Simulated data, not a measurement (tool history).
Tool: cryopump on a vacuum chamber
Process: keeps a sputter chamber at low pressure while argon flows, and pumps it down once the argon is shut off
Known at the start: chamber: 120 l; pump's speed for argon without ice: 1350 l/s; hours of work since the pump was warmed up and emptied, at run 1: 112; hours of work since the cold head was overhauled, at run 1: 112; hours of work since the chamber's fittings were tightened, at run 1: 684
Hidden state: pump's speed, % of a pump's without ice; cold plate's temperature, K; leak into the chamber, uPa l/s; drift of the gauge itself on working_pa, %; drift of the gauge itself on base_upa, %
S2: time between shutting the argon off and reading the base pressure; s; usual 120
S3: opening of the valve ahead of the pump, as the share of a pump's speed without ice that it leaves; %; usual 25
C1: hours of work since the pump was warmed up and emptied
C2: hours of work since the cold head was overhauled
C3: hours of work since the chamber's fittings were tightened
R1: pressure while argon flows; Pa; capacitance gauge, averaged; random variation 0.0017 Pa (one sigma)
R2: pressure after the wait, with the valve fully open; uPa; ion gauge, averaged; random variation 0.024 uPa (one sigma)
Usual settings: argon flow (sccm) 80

Run 1, day 0.000: usual settings; C1 112; C2 112; C3 684. Result: R1 0.4020 Pa, R2 2.19 uPa.
Run 2, day 1.521: usual settings but S3 29 %; C1 131; C2 131; C3 703. Result: R1 0.3468 Pa, R2 2.19 uPa.
Run 3, day 3.112: usual settings but S3 29 %; C1 151; C2 151; C3 722. Result: R1 0.3479 Pa, R2 2.31 uPa.
Run 4, day 5.483: usual settings but argon flow (sccm) 35; C1 180; C2 180; C3 752. Result: R1 0.1775 Pa, R2 2.29 uPa.
Run 5, day 7.433: usual settings but S2 84 s; C1 204; C2 204; C3 776. Result: R1 0.4063 Pa, R2 2.70 uPa.
Run 6, day 8.900: usual settings but S2 84 s; C1 223; C2 223; C3 794. Result: R1 0.4058 Pa, R2 2.70 uPa.
Run 7, day 10.979: usual settings but S2 84 s; C1 249; C2 249; C3 820. Result: R1 0.4037 Pa, R2 2.76 uPa.
Run 8, day 12.017: usual settings but S2 84 s; C1 261; C2 261; C3 833. Result: R1 0.4054 Pa, R2 2.75 uPa.
Run 9, day 14.221: usual settings but S2 84 s; C1 289; C2 289; C3 860. Result: R1 0.4063 Pa, R2 2.78 uPa.
Run 10, day 16.054: usual settings but S2 170 s; C1 312; C2 312; C3 883. Result: R1 0.4057 Pa, R2 2.38 uPa.
Run 11, day 17.929: usual settings but argon flow (sccm) 67, S2 77 s; C1 335; C2 335; C3 907. Result: R1 0.3399 Pa, R2 2.97 uPa.
Run 12, day 19.088: usual settings but argon flow (sccm) 67, S2 172 s; C1 349; C2 349; C3 921. Result: R1 0.3408 Pa, R2 2.45 uPa.
Run 13, day 20.333: usual settings but argon flow (sccm) 39, S2 172 s, S3 47 %; C1 365; C2 365; C3 936. Result: R1 0.1067 Pa, R2 2.58 uPa.
Run 14, day 22.721: usual settings but argon flow (sccm) 108, S3 28 %; C1 395; C2 395; C3 966. Result: R1 0.4952 Pa, R2 2.76 uPa.
Run 15, day 24.312: usual settings but argon flow (sccm) 108, S3 28 %; C1 414; C2 414; C3 986. Result: R1 0.4917 Pa, R2 2.83 uPa.
Run 16, day 25.658: usual settings but argon flow (sccm) 108, S3 28 %; C1 431; C2 431; C3 1003. Result: R1 0.4943 Pa, R2 2.92 uPa.
Run 17, day 27.325: usual settings but argon flow (sccm) 108, S3 28 %; C1 452; C2 452; C3 1023. Result: R1 0.4936 Pa, R2 2.88 uPa.
Run 18, day 28.862: usual settings but argon flow (sccm) 84; C1 471; C2 471; C3 1042. Result: R1 0.4293 Pa, R2 2.99 uPa.
Run 19, day 30.962: usual settings but argon flow (sccm) 84; C1 497; C2 497; C3 1069. Result: R1 0.4321 Pa, R2 3.06 uPa.

The same runs without the tool's hidden state, with the same run-to-run variation:
run      R1    R2
  1  0.3998  0.86
  2  0.3443  0.85
  3  0.3452  0.90
  4  0.1761  0.88
  5  0.4027  1.19
  6  0.4020  1.16
  7  0.3995  1.16
  8  0.4010  1.12
  9  0.4015  1.13
 10  0.4005  0.65
 11  0.3353  1.22
 12  0.3360  0.64
 13  0.1038  0.69
 14  0.4864  0.86
 15  0.4825  0.88
 16  0.4848  0.91
 17  0.4836  0.85
 18  0.4212  0.88
 19  0.4235  0.89

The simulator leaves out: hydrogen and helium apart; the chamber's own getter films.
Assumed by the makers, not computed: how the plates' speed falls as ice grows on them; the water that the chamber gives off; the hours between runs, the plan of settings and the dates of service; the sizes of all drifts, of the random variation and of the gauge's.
